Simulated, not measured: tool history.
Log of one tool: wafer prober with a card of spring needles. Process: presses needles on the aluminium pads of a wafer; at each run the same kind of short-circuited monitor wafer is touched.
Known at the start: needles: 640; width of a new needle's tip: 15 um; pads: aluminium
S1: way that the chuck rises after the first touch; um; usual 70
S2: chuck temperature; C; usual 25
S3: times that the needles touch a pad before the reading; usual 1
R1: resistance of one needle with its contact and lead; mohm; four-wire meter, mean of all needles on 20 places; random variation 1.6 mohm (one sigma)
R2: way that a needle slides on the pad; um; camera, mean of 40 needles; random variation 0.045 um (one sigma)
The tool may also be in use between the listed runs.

run,hour,S1,S2,S3,R1,R2
1,0.0,70,25,1,161,11.95
# hour 3.3: tips cleaned on abrasive film
2,8.0,51,25,1,170,8.69
3,14.9,51,25,1,171,8.74
4,19.6,70,25,1,162,12.07
5,25.8,70,25,1,161,12.05
# hour 27.3: tips cleaned on abrasive film
6,35.0,70,25,1,161,12.01
7,42.2,70,38,1,164,12.08
8,46.5,70,38,1,164,12.08
# hour 51.6: tips cleaned on abrasive film
9,51.8,70,38,1,163,12.13
10,55.8,70,25,1,162,12.15

The next listed run, before its measurement:
11,64.9,82,43,1,?,?

{"run 11": {"R1": 161, "R2": 14.3}}
Without the tool's hidden state the same run would have given R1 160 mohm, R2 14.01 um.

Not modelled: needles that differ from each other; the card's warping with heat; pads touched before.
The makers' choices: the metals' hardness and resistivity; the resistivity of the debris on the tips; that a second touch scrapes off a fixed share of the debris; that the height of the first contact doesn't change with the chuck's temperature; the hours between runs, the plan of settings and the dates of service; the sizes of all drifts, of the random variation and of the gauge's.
